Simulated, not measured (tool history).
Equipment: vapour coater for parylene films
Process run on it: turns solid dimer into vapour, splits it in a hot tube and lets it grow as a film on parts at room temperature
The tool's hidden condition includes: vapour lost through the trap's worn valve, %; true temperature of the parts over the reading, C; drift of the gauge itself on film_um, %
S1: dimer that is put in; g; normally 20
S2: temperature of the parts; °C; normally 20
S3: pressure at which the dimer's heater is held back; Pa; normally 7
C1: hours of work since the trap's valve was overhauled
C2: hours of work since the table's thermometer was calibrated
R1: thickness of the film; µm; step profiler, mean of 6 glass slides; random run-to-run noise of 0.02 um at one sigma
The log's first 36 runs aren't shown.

run,day,S1,S2,S3,C1,C2,R1
37,40.929,23,17,9.52,423,1012,10.3
38,41.771,18,22,3.15,431,1021,6.96
39,43.138,20,24,6.06,445,1035,6.71
40,44.154,9,31,7,456,1045,2.17
41,44.983,22,20,2.35,465,1054,9.47
42,45.767,10,31,8.87,473,1062,2.37
43,47.242,10,31,8.87,488,1077,2.37
44,48.788,10,31,8.87,504,1093,2.37
45,49.533,30,24,6.31,512,1101,10.06
46,50.412,24,17,9.98,521,1110,10.74
47,51.712,9,19,7.35,534,1123,3.73

4 ways to go on from here, each from the tool as it stands after run 47. What would each give?
A,53.279,9,14,8.69,550,1140,?
B,53.279,14,20,7,550,1140,?
C,53.279,16,24,7.92,550,1140,?
D,53.279,19,17,2.46,550,1140,?

run,R1
A,4.65
B,5.57
C,5.24
D,9.31
With no hidden state in the tool, these same runs would have given:
run,R1
A,4.7
B,5.63
C,5.3
D,9.41
